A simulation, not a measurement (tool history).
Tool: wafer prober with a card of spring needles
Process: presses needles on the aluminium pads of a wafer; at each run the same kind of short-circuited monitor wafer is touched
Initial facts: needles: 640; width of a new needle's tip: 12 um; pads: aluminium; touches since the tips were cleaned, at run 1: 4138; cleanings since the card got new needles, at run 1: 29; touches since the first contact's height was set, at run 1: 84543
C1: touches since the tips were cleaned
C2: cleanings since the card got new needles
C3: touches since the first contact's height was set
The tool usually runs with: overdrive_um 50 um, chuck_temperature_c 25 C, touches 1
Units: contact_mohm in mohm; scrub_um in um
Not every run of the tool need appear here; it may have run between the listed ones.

Run 1, hour 0: usual settings; C1 4138; C2 29; C3 84543. Result: contact_mohm 284 mohm, scrub_um 9.928 um.
At hour 15.8: tips cleaned on abrasive film.
Run 2, hour 20.6: usual settings; C1 1210; C2 30; C3 89704. Result: contact_mohm 266 mohm, scrub_um 9.929 um.
Run 3, hour 46.7: usual settings; C1 7774; C2 30; C3 96268. Result: contact_mohm 301 mohm, scrub_um 9.907 um.
At hour 48.9: tips cleaned on abrasive film.
Run 4, hour 61: usual settings; C1 3062; C2 31; C3 99856. Result: contact_mohm 283 mohm, scrub_um 9.919 um.
At hour 82.5: tips cleaned on abrasive film.
Run 5, hour 88: usual settings but overdrive_um 63 um; C1 1387; C2 32; C3 106620. Result: contact_mohm 253 mohm, scrub_um 12.51 um.
Run 6, hour 107.6: usual settings; C1 6331; C2 32; C3 111564. Result: contact_mohm 295 mohm, scrub_um 9.912 um.
At hour 115.3: tips cleaned on abrasive film.
Run 7, hour 123.9: usual settings but overdrive_um 57 um; C1 2171; C2 33; C3 115634. Result: contact_mohm 269 mohm, scrub_um 11.305 um.
Run 8, hour 145.6: usual settings but overdrive_um 57 um; C1 7638; C2 33; C3 121101. Result: contact_mohm 294 mohm, scrub_um 11.316 um.
At hour 148.5: tips cleaned on abrasive film.
Run 9, hour 171.7: usual settings but overdrive_um 57 um; C1 5839; C2 34; C3 127641. Result: contact_mohm 282 mohm, scrub_um 11.301 um.
At hour 181: tips cleaned on abrasive film.
Run 10, hour 186.6: usual settings but overdrive_um 57 um; C1 1400; C2 35; C3 131379. Result: contact_mohm 261 mohm, scrub_um 11.294 um.
Run 11, hour 212.1: usual settings but overdrive_um 57 um, touches 2; C1 7827; C2 35; C3 137806. Result: contact_mohm 273 mohm, scrub_um 11.278 um.
At hour 214.3: tips cleaned on abrasive film.
Run 12, hour 224.3: usual settings but overdrive_um 57 um, touches 2; C1 2512; C2 36; C3 140847. Result: contact_mohm 260 mohm, scrub_um 11.274 um.
At hour 248.6: tips cleaned on abrasive film.
Run 13, hour 251.3: usual settings but overdrive_um 57 um, touches 2; C1 702; C2 37; C3 147632. Result: contact_mohm 252 mohm, scrub_um 11.265 um.
Run 14, hour 263.1: usual settings but overdrive_um 57 um, touches 2; C1 3654; C2 37; C3 150584. Result: contact_mohm 269 mohm, scrub_um 11.246 um.
At hour 281.3: tips cleaned on abrasive film.
Run 15, hour 286.9: usual settings but overdrive_um 57 um, touches 2; C1 1400; C2 38; C3 156557. Result: contact_mohm 259 mohm, scrub_um 11.27 um.
Run 16, hour 303.2: usual settings; C1 5498; C2 38; C3 160655. Result: contact_mohm 290 mohm, scrub_um 9.866 um.
At hour 314: tips cleaned on abrasive film.
Run 17, hour 315.7: usual settings but touches 2; C1 432; C2 39; C3 163792. Result: contact_mohm 256 mohm, scrub_um 9.843 um.
Run 18, hour 330.5: usual settings but chuck_temperature_c 72 C; C1 4149; C2 39; C3 167509. Result: contact_mohm 300 mohm, scrub_um 9.856 um.
At hour 346.5: tips cleaned on abrasive film.
Run 19, hour 355.1: usual settings but overdrive_um 39 um, chuck_temperature_c 46 C; C1 2187; C2 40; C3 173691. Result: contact_mohm 303 mohm, scrub_um 7.639 um.
Run 20, hour 376.5: usual settings but overdrive_um 45 um, chuck_temperature_c 56 C; C1 7558; C2 40; C3 179062. Result: contact_mohm 320 mohm, scrub_um 8.839 um.
At hour 380.4: tips cleaned on abrasive film.
Run 21, hour 397.3: usual settings but overdrive_um 45 um, chuck_temperature_c 56 C; C1 4261; C2 41; C3 184295. Result: contact_mohm 303 mohm, scrub_um 8.823 um.
At hour 407.1: height of the first contact set anew.
Run 22, hour 408.9: usual settings but chuck_temperature_c 64 C; C1 7088; C2 41; C3 447. Result: contact_mohm 300 mohm, scrub_um 10.007 um.
At hour 413.1: tips cleaned on abrasive film.
Run 23, hour 422.8: usual settings but chuck_temperature_c 64 C; C1 2453; C2 42; C3 3931. Result: contact_mohm 289 mohm, scrub_um 9.992 um.
At hour 445.3: tips cleaned on abrasive film.
Run 24, hour 445.3: usual settings but chuck_temperature_c 38 C; C1 0; C2 43; C3 9561. Result: contact_mohm 255 mohm, scrub_um 9.99 um.
Run 25, hour 460: usual settings but chuck_temperature_c 58 C; C1 3702; C2 43; C3 13263. Result: contact_mohm 291 mohm, scrub_um 9.982 um.
Run 26, hour 472.8: usual settings but chuck_temperature_c 58 C; C1 6924; C2 43; C3 16485. Result: contact_mohm 306 mohm, scrub_um 10 um.
At hour 478.8: tips cleaned on abrasive film.
Run 27, hour 497.2: usual settings but chuck_temperature_c 58 C; C1 4631; C2 44; C3 22620. Result: contact_mohm 294 mohm, scrub_um 10.007 um.
At hour 512.6: tips cleaned on abrasive film.
Run 28, hour 523.3: usual settings but overdrive_um 68 um; C1 2701; C2 45; C3 29162. Result: contact_mohm 266 mohm, scrub_um 13.575 um.

Run 29 comes next. What will it give?
Run 29, hour 543: usual settings but overdrive_um 68 um; C1 7658; C2 45; C3 34119. Result: contact_mohm ?, scrub_um ?.

{"run 29": {"contact_mohm": 282, "scrub_um": 13.569}}
The same run, on a tool lacking any hidden state, would have yielded contact_mohm 248 mohm, scrub_um 13.6 um.
